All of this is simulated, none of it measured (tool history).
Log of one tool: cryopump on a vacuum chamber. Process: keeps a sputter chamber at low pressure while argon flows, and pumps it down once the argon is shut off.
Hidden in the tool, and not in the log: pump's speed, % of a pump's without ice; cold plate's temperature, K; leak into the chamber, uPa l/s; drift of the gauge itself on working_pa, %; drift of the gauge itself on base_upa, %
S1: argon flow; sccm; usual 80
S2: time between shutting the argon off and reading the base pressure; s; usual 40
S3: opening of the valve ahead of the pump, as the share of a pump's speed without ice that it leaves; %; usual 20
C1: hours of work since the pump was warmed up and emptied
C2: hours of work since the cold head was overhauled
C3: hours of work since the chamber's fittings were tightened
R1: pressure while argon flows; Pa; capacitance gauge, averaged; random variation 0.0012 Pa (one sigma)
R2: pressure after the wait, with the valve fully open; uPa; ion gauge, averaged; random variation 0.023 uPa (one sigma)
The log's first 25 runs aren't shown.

run,hour,S1,S2,S3,C1,C2,C3,R1,R2
26,830.1,158,215,20,583,583,1042,0.5645,1.12
27,866.8,53,40,16,607,607,1066,0.2345,1.69
28,898.1,41,71,42,628,628,1087,0.0716,1.46
29,923.6,41,71,20,645,645,1104,0.1461,1.43
30,952.1,41,71,20,663,663,1122,0.1474,1.49
31,972.0,41,71,20,677,677,1136,0.1466,1.50
32,1000.5,41,71,20,695,695,1154,0.1479,1.52
33,1024.6,41,67,20,711,711,1170,0.1472,1.59

3 ways to go on from here, each from the tool as it stands after run 33. What would each give?
A,1058.9,67,67,34,734,734,1193,?,?
B,1058.9,43,154,37,734,734,1193,?,?
C,1058.9,41,67,29,734,734,1193,?,?

run,R1,R2
A,0.1439,1.57
B,0.0838,1.40
C,0.1028,1.52
Without the tool's hidden state the same runs would have given:
run,R1,R2
A,0.1379,0.49
B,0.0800,0.29
C,0.0991,0.47

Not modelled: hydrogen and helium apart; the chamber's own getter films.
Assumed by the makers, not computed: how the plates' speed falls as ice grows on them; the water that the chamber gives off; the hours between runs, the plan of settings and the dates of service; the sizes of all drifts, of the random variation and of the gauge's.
